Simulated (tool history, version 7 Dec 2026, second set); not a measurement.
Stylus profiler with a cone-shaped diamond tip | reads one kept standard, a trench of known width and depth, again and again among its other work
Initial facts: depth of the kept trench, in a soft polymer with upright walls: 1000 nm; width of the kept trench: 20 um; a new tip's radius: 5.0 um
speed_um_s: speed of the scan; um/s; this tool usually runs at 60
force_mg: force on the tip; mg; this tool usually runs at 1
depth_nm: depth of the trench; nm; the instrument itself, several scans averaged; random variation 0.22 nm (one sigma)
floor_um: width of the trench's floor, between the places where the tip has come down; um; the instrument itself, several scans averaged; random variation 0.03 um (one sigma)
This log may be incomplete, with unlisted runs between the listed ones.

run 1 hour=0 | speed_um_s=60 force_mg=1 | depth_nm=1003.21 floor_um=12.52
run 2 hour=53.3 | speed_um_s=60 force_mg=0.71 | depth_nm=1001.57 floor_um=12.46
run 3 hour=164.6 | speed_um_s=60 force_mg=0.6 | depth_nm=1000.61 floor_um=12.42
run 4 hour=220.4 | speed_um_s=60 force_mg=1 | depth_nm=1002.27 floor_um=12.4
run 5 hour=346.2 | speed_um_s=60 force_mg=1 | depth_nm=1001.58 floor_um=12.35
run 6 hour=469.7 | speed_um_s=60 force_mg=1 | depth_nm=999.03 floor_um=12.26
run 7 hour=568.2 | speed_um_s=60 force_mg=1.13 | depth_nm=999.56 floor_um=12.33
run 8 hour=623.3 | speed_um_s=60 force_mg=1.13 | depth_nm=999.26 floor_um=12.25
run 9 hour=686 | speed_um_s=186 force_mg=1.13 | depth_nm=999.29 floor_um=11.66
run 10 hour=747.6 | speed_um_s=186 force_mg=1.13 | depth_nm=998.91 floor_um=11.66
run 11 hour=865.3 | speed_um_s=186 force_mg=1.13 | depth_nm=998.65 floor_um=11.68
run 12 hour=958.8 | speed_um_s=60 force_mg=1.1 | depth_nm=998.16 floor_um=12.08
run 13 hour=1020.4 | speed_um_s=16 force_mg=0.39 | depth_nm=1003.56 floor_um=12.14

The log once held 2 entries between its listed runs, left out of this copy. Where does each go, and what is different about the tool's unlogged condition between the listed run before it and the listed run after it?
Logged between run 5 and run 6: height scale calibrated on a step standard (hour 410.4)
  radius of the tip, um: 7.35 -> 7.47; height scale over the true one, %: -0.481 -> -0.77
  difference, measured minus the result without the unlogged condition, depth_nm: -4.84 -> -7.75 nm; floor_um: -1.4 -> -1.46 um
Logged between run 12 and run 13: height scale calibrated on a step standard, once more (hour 974.5)
  radius of the tip, um: 7.97 -> 8.03; height scale over the true one, %: -0.884 -> 0.003
  difference, measured minus the result without the unlogged condition, depth_nm: -8.91 -> +0.03 nm; floor_um: -1.73 -> -1.76 um
